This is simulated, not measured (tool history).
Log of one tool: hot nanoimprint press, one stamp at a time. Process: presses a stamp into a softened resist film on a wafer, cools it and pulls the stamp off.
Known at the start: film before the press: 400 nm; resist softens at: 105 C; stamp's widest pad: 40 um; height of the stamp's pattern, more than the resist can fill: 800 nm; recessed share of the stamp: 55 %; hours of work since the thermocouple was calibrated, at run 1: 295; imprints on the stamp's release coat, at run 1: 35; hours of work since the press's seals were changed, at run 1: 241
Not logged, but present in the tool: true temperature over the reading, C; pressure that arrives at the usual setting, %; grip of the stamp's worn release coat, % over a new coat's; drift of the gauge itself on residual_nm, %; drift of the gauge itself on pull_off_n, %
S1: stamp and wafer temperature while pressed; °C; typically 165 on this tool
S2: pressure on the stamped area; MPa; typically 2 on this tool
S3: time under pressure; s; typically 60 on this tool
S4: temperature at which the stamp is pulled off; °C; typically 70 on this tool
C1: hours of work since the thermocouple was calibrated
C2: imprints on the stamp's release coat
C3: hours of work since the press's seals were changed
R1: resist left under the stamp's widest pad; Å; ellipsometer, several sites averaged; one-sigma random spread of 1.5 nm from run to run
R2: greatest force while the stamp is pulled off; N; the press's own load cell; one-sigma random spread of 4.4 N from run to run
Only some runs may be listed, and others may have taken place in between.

run     day   S1  S2  S3  S4   C1    C2   C3    R1   R2
  1       0  165   2  60  70  295    35  241  2397  219
  2   1.321  165   2  60  70  319   152  265  2416  212
  3   2.867  165   2  55  70  348   289  294  2496  228
  4   4.354  165   2  55  70  376   420  322  2463  217
      5.783  -- plate thermocouple calibrated
  5   6.154  165   2  55  70    7   568  353  2535  230
  6   7.088  165   2  55  70   24   651  370  2552  235
  7   8.029  165   2  55  70   42   734  388  2554  240
  8   9.454  165   2  55  70   68   860  414  2563  239
  9      11  165   2  55  70   97   997  443  2544  248
 10  12.017  165   2  55  70  116  1087  462  2552  239
 11  12.829  165   2  55  70  131  1159  477  2572  248
 12   14.55  165   2  55  70  163  1311  509  2599  248
     14.804  -- plate thermocouple calibrated, once more
 13  16.317  165   2  47  70   28  1457  540  2563  258
 14   17.05  165   2  47  70   42  1521  553  2536  245
 15  18.154  165   2  47  70   62  1619  574  2580  252
 16  19.317  165   2  60  70   84  1722  595  2378  250

The next listed run, before its measurement:
 17  20.612  165  2.79  60  68  108  1837  619   ?   ?

Run 17 came out at R1 2151 Å, R2 258 N.
Were there no unlogged condition in the tool, this run, its random variation unchanged, would have produced R1 2080 Å, R2 213 N.
